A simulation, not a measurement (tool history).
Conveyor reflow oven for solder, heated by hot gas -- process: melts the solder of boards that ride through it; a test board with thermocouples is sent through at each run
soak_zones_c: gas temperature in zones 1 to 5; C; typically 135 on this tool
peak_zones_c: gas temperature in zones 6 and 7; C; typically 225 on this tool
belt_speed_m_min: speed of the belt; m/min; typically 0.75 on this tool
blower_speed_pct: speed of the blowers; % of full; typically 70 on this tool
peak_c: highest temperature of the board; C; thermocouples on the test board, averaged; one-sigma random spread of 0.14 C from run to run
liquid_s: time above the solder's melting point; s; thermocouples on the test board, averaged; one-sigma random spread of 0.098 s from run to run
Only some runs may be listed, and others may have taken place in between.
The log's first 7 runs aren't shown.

| run | hour | soak_zones_c | peak_zones_c | belt_speed_m_min | blower_speed_pct | hours of work since the flux was cleaned out | hours of work since the belt drive was overhauled | hours of work since the thermocouples were changed | peak_c | liquid_s |
|---|---|---|---|---|---|---|---|---|---|---|
| 8 | 159.2 | 141 | 225 | 0.75 | 70 | 79 | 322 | 116 | 211.9 | 40.26 |
| 9 | 186.4 | 135 | 225 | 0.703 | 70 | 100 | 342 | 137 | 212.7 | 42.22 |
| 10 | 210.7 | 135 | 225 | 0.75 | 70 | 118 | 360 | 155 | 210.7 | 37.95 |
| 11 | 236.4 | 135 | 225 | 0.75 | 70 | 137 | 380 | 174 | 210.9 | 37.84 |
| 12 | 253.8 | 135 | 225 | 0.75 | 70 | 150 | 393 | 187 | 210.7 | 37.62 |
| 13 | 269.1 | 125 | 225 | 0.75 | 70 | 162 | 404 | 199 | 208.8 | 33.98 |
| 14 | 295.3 | 125 | 225 | 0.75 | 70 | 182 | 424 | 218 | 208.7 | 34.05 |
| 15 | 329.9 | 125 | 225 | 0.75 | 70 | 208 | 450 | 245 | 208.7 | 33.71 |
| 16 | 352.8 | 135 | 214 | 0.75 | 70 | 225 | 467 | 262 | 200.4 | 29.74 |
|  | 380.5 | flux residue cleaned out of gas plates and filters |
| 17 | 380.5 | 144 | 218 | 0.75 | 70 | 0 | 484 | 279 | 206.4 | 37.7 |
| 18 | 407.8 | 135 | 223 | 0.821 | 70 | 21 | 505 | 299 | 206.7 | 31.71 |
| 19 | 440.5 | 135 | 236 | 0.646 | 72 | 45 | 530 | 324 | 225 | 53.9 |
| 20 | 472.5 | 144 | 225 | 0.647 | 70 | 69 | 554 | 348 | 215.5 | 51.11 |
| 21 | 492.4 | 144 | 225 | 0.879 | 70 | 84 | 569 | 363 | 207.4 | 31.7 |
| 22 | 525.5 | 144 | 225 | 0.879 | 70 | 109 | 594 | 388 | 207.5 | 31.62 |

What does the tool deliver on the next run?
| 23 | 554.1 | 143 | 220 | 0.799 | 51 | 131 | 615 | 409 | ? | ? |

Logged for run 23: peak_c 201.4 C, liquid_s 29 s.
On a tool with no hidden condition, and with the same random variation, this run would have come out at peak_c 202.5 C, liquid_s 29.91 s.

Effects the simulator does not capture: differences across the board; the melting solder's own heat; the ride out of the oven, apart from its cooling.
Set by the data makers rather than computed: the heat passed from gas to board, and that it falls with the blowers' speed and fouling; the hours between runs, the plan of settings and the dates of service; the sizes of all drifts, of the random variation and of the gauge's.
